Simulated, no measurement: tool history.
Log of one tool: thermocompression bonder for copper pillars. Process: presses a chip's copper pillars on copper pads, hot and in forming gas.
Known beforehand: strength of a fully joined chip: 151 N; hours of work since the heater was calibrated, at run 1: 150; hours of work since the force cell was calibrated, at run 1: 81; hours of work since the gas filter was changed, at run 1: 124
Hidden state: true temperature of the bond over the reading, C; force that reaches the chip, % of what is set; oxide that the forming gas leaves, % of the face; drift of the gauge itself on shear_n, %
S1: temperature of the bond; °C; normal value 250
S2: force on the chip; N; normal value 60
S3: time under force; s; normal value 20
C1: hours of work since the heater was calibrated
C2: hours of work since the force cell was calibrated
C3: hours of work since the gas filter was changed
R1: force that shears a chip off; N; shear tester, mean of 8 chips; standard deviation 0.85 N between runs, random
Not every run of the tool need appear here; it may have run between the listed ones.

run,day,S1,S2,S3,C1,C2,C3,R1
1,0.000,250,60,20,150,81,124,69.9
2,0.458,250,60,20,158,89,131,70.7
3,0.942,250,60,20,166,97,139,71.6
# day 1.229: forming gas filter changed
4,1.883,250,60,20,181,112,11,76.7
5,2.604,250,60,11,192,124,23,63.7
6,3.421,250,60,11,206,137,36,62.1
7,3.879,250,40,20,213,144,44,60.6
8,4.329,250,40,20,221,152,51,60.2
9,5.188,250,84,20,235,166,65,88.5
10,5.875,250,60,27,246,177,76,83.2
11,6.642,224,50,16,259,190,89,39.2
12,7.079,232,68,30,266,197,96,69.3
13,7.796,250,75,12,278,209,108,68.0
# day 7.954: heater calibrated with a thermocouple chip
14,8.471,255,52,19,8,218,118,68.1
15,9.383,250,48,19,23,233,133,59.3
# day 10.104: forming gas filter changed
16,10.129,239,55,19,35,245,0,58.5
17,10.746,239,55,19,46,256,10,59.1
18,11.675,250,41,15,61,271,26,52.4
19,12.658,265,59,13,77,287,42,78.3
20,13.550,226,60,20,92,302,57,48.9

Forecast each of these 5 alternatives for the next run:
# day 14.600: heater calibrated with a thermocouple chip, once more
A,14.600,221,48,59,0,317,72,?
# day 14.600: heater calibrated with a thermocouple chip, once more
B,14.600,250,83,20,0,317,72,?
# day 14.600: heater calibrated with a thermocouple chip, once more
C,14.600,226,60,28,0,317,72,?
# day 14.600: heater calibrated with a thermocouple chip, once more
D,14.600,235,70,17,0,317,72,?
# day 14.600: heater calibrated with a thermocouple chip, once more
E,14.600,246,60,25,0,317,72,?

run,R1
A,63.2
B,91.5
C,61.5
D,63.7
E,78.0
With no hidden state in the tool, these same runs would have given:
run,R1
A,65.4
B,95.0
C,63.6
D,65.9
E,80.9
